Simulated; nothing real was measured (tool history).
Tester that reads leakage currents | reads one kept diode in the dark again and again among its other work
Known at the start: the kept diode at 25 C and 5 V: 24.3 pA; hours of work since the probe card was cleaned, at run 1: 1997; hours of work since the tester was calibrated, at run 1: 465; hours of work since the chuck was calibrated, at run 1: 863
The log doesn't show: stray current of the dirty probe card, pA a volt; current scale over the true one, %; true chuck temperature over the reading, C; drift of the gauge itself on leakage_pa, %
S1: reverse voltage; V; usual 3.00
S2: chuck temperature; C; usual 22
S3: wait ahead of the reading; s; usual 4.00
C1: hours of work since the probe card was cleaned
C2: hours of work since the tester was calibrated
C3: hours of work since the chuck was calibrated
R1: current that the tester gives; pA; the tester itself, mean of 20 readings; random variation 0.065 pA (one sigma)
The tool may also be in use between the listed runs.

Run 1, hour 0.0: usual settings; C1 1997; C2 465; C3 863. Result: R1 16.82 pA.
Run 2, hour 21.0: usual settings; C1 2009; C2 477; C3 875. Result: R1 16.93 pA.
Run 3, hour 45.9: usual settings; C1 2023; C2 491; C3 889. Result: R1 16.83 pA.
Run 4, hour 70.8: usual settings but S2 24 C; C1 2037; C2 505; C3 903. Result: R1 19.36 pA.
Run 5, hour 98.6: usual settings but S2 24 C; C1 2053; C2 521; C3 919. Result: R1 19.27 pA.
Run 6, hour 132.0: usual settings but S2 24 C; C1 2071; C2 540; C3 938. Result: R1 19.41 pA.
At hour 163.3: probe card cleaned and baked.
Run 7, hour 164.5: usual settings but S2 24 C; C1 1; C2 556; C3 955. Result: R1 14.45 pA.
Run 8, hour 201.3: usual settings but S1 3.34 V; C1 21; C2 577; C3 975. Result: R1 13.15 pA.
Run 9, hour 238.1: usual settings but S2 32 C; C1 42; C2 598; C3 996. Result: R1 28.70 pA.
Run 10, hour 267.7: usual settings but S3 0.99 s; C1 59; C2 614; C3 1013. Result: R1 12.76 pA.
Run 11, hour 300.9: usual settings but S3 0.99 s; C1 78; C2 633; C3 1031. Result: R1 12.77 pA.
Run 12, hour 320.9: usual settings; C1 89; C2 644; C3 1043. Result: R1 12.45 pA.
Run 13, hour 344.8: usual settings; C1 102; C2 658; C3 1056. Result: R1 12.36 pA.
At hour 354.6: chuck's temperature calibrated.
Run 14, hour 376.9: usual settings; C1 119; C2 675; C3 13. Result: R1 14.36 pA.
Run 15, hour 410.4: usual settings; C1 138; C2 694; C3 31. Result: R1 14.17 pA.
Run 16, hour 443.4: usual settings; C1 157; C2 712; C3 50. Result: R1 14.29 pA.
Run 17, hour 477.2: usual settings but S2 26 C, S3 0.31 s; C1 176; C2 731; C3 69. Result: R1 22.15 pA.
Run 18, hour 504.8: usual settings but S2 26 C, S3 0.31 s; C1 191; C2 747; C3 85. Result: R1 22.08 pA.
Run 19, hour 534.2: usual settings but S2 44 C, S3 0.32 s; C1 208; C2 764; C3 101. Result: R1 86.74 pA.
Run 20, hour 564.6: usual settings but S2 44 C, S3 0.32 s; C1 225; C2 781; C3 118. Result: R1 86.97 pA.
Run 21, hour 603.6: usual settings but S1 6.79 V, S2 34 C, S3 1.38 s; C1 247; C2 803; C3 140. Result: R1 63.61 pA.
Run 22, hour 623.8: usual settings but S1 8.08 V, S2 20 C, S3 6.72 s; C1 258; C2 814; C3 152. Result: R1 22.10 pA.
Run 23, hour 664.5: usual settings but S1 2.88 V, S2 59 C, S3 1.20 s; C1 281; C2 837; C3 175. Result: R1 246.90 pA.
Run 24, hour 700.8: usual settings but S1 1.59 V, S3 4.12 s; C1 302; C2 857; C3 195. Result: R1 9.58 pA.
Run 25, hour 728.1: usual settings but S1 1.05 V, S2 41 C, S3 1.49 s; C1 317; C2 873; C3 211. Result: R1 35.47 pA.
Run 26, hour 756.6: usual settings but S2 55 C, S3 0.32 s; C1 333; C2 889; C3 227. Result: R1 191.34 pA.
Run 27, hour 782.5: usual settings but S2 55 C, S3 0.32 s; C1 348; C2 903; C3 241. Result: R1 191.80 pA.
Run 28, hour 806.9: usual settings but S1 3.59 V, S2 23 C, S3 1.71 s; C1 362; C2 917; C3 255. Result: R1 17.63 pA.
Run 29, hour 826.9: usual settings but S1 3.59 V, S2 23 C, S3 1.71 s; C1 373; C2 929; C3 266. Result: R1 17.65 pA.
Run 30, hour 857.7: usual settings but S1 3.59 V, S2 23 C, S3 1.71 s; C1 390; C2 946; C3 284. Result: R1 17.61 pA.
Run 31, hour 884.2: usual settings but S1 3.59 V, S2 23 C, S3 1.71 s; C1 405; C2 961; C3 299. Result: R1 17.58 pA.
Run 32, hour 912.3: usual settings but S1 3.59 V, S2 23 C, S3 1.71 s; C1 421; C2 977; C3 314. Result: R1 17.55 pA.

Forecast each of these 5 alternatives for the next run:
Run A, hour 939.8: usual settings but S1 2.15 V, S2 24 C, S3 1.51 s; C1 437; C2 992; C3 330. Result: R1 ?.
Run B, hour 939.8: usual settings but S1 8.83 V; C1 437; C2 992; C3 330. Result: R1 ?.
Run C, hour 939.8: usual settings but S1 3.59 V, S2 50 C, S3 0.97 s; C1 437; C2 992; C3 330. Result: R1 ?.
Run D, hour 939.8: usual settings but S1 12.04 V, S2 55 C, S3 3.50 s; C1 437; C2 992; C3 330. Result: R1 ?.
Run E, hour 939.8: usual settings but S1 2.31 V, S3 0.33 s; C1 437; C2 992; C3 330. Result: R1 ?.

run      R1
  A   13.92
  B   28.20
  C  145.73
  D  429.17
  E   13.71
Without the tool's hidden state the same runs would have given:
run      R1
  A   13.92
  B   26.70
  C  151.22
  D  444.32
  E   13.58

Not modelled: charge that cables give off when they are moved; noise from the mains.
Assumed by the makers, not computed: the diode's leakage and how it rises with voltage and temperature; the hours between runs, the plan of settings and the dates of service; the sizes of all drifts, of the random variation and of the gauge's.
